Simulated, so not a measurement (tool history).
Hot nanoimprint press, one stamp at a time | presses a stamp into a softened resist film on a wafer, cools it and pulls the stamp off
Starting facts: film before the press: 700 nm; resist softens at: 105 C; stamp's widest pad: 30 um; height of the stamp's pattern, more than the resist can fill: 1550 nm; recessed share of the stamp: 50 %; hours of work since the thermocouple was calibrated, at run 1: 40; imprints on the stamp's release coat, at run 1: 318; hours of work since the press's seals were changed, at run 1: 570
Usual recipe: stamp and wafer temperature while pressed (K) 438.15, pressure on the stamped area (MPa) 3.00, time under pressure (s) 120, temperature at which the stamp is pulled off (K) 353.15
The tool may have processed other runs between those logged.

run,hour,stamp and wafer temperature while pressed (K),pressure on the stamped area (MPa),time under pressure (s),temperature at which the stamp is pulled off (K),hours of work since the thermocouple was calibrated,imprints on the stamp's release coat,hours of work since the press's seals were changed,resist left under the stamp's widest pad (Å),greatest force while the stamp is pulled off (N)
1,0.0,438.15,3.00,120,353.15,40,318,570,3216,188
2,32.7,438.15,3.00,120,353.15,65,518,595,3222,197
# hour 44.9: stamp cleaned and given a new release coat
3,83.1,435.15,3.00,120,353.15,99,235,629,3693,184
4,106.5,435.15,3.00,120,353.15,117,379,647,3738,190
# hour 138.6: stamp cleaned and given a new release coat
5,153.2,435.15,3.00,120,353.15,148,89,679,3694,175
6,176.1,435.15,3.00,120,353.15,166,230,696,3758,187
# hour 233.1: stamp cleaned and given a new release coat
7,235.6,438.15,2.06,120,353.15,207,15,737,3852,179
8,271.8,436.15,3.00,120,353.15,235,237,765,3615,179
# hour 313.1: plate thermocouple calibrated
# hour 331.9: stamp cleaned and given a new release coat
9,331.9,436.15,3.00,120,353.15,10,0,805,3574,173
10,371.9,438.15,3.00,120,353.15,41,246,835,3261,190
# hour 428.1: stamp cleaned and given a new release coat
11,433.7,438.15,3.00,120,353.15,84,34,878,3270,182
12,474.4,438.15,3.00,120,353.15,115,284,909,3295,188
13,503.3,438.15,3.00,120,353.15,137,461,932,3337,195
# hour 523.8: stamp cleaned and given a new release coat
14,559.0,438.15,3.00,120,353.15,175,216,970,3358,184
# hour 619.4: stamp cleaned and given a new release coat
15,619.4,438.15,3.00,120,353.15,217,0,1012,3330,181
16,659.2,438.15,4.63,212,353.15,248,244,1042,2250,186
# hour 684.2: plate thermocouple calibrated
17,688.4,438.15,3.00,94,353.15,3,405,1062,3535,193
# hour 717.8: stamp cleaned and given a new release coat
18,730.9,427.15,3.76,159,353.15,31,80,1090,4463,180
19,770.6,430.15,4.38,174,360.15,62,324,1121,3628,176
# hour 812.9: stamp cleaned and given a new release coat
20,812.9,427.15,3.45,164,347.15,90,0,1149,4665,191
21,845.1,427.15,4.13,67,347.15,114,198,1174,5383,197
22,871.9,449.15,4.13,67,347.15,135,363,1194,2227,203
# hour 907.1: stamp cleaned and given a new release coat
23,930.4,430.15,1.96,123,339.15,175,143,1235,5340,215
24,983.2,435.15,1.96,123,355.15,216,467,1275,4509,191
# hour 1001.6: stamp cleaned and given a new release coat
25,1021.4,438.15,3.00,74,353.15,241,121,1300,3960,178
# hour 1054.7: plate thermocouple calibrated
26,1075.5,438.15,3.00,74,353.15,16,435,1339,3878,192
# hour 1098.4: stamp cleaned and given a new release coat
# hour 1111.7: press's hydraulic seals changed and the load cell set to zero
27,1125.3,438.15,3.00,88,341.15,43,116,10,3451,204

Hidden state or all else? Some run-to-run changes of resist left under the stamp's widest pad (Å), split into what the settings, what came in and random variation would give without the hidden state, and what is left for the hidden state (with any gauge scatter that isn't in both results):
What the log doesn't record here: true temperature over the reading, C; pressure that arrives at the usual setting, %; grip of the stamp's worn release coat, % over a new coat's; drift of the gauge itself on residual_nm, %; drift of the gauge itself on pull_off_n, %.
Run 21 -> 22: stamp and wafer temperature while pressed (K) 427.15 -> 449.15. resist left under the stamp's widest pad (Å) -3156: hidden state -69, all else -3087.
Run 22 -> 23: stamp and wafer temperature while pressed (K) 449.15 -> 430.15, pressure on the stamped area (MPa) 4.13 -> 1.96, time under pressure (s) 67 -> 123, temperature at which the stamp is pulled off (K) 347.15 -> 339.15, stamp cleaned and given a new release coat. resist left under the stamp's widest pad (Å) +3113: hidden state -28, all else +3141.
Run 25 -> 26: plate thermocouple calibrated. resist left under the stamp's widest pad (Å) -82: hidden state -119, all else +37.
Run 26 -> 27: time under pressure (s) 74 -> 88, temperature at which the stamp is pulled off (K) 353.15 -> 341.15, stamp cleaned and given a new release coat, press's hydraulic seals changed and the load cell set to zero. resist left under the stamp's widest pad (Å) -427: hidden state -203, all else -224.
